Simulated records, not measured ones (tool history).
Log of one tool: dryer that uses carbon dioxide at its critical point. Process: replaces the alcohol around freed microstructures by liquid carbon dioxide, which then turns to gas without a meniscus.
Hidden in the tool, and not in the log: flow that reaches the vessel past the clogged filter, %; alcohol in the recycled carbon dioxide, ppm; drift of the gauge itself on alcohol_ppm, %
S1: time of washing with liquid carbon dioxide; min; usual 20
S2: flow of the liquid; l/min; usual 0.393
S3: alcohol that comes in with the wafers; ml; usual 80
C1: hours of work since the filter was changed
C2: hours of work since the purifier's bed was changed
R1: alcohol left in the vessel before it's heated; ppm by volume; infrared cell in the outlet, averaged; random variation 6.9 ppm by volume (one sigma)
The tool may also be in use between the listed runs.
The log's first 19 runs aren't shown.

run	hour	S1	S2	S3	C1	C2	R1
20	970.8	19	0.393	80	356	1269	901
# hour 1017.8: inlet filter changed
21	1024.3	19	0.393	65	4	1301	536
22	1077.2	19	0.393	65	36	1333	588
23	1113.1	19	0.393	65	58	1355	581
24	1159.5	20	0.393	80	86	1384	568
25	1211.9	31	0.393	71	118	1416	253
26	1275.7	21	0.271	36	157	1454	974
# hour 1289.4: purifier's bed changed
27	1341.5	21	0.271	36	195	32	762
28	1400.4	17	0.393	80	231	68	964
29	1436.1	29	0.242	41	253	89	390
30	1465.4	16	0.292	100	271	107	4574
31	1501.9	29	0.576	100	293	129	36
32	1539.3	20	0.576	100	316	152	89

The next listed run, before its measurement:
33	1576.1	26	0.393	56	338	175	?

R1: 111 ppm by volume
Without the tool's hidden state the same run would have given R1 45 ppm by volume.
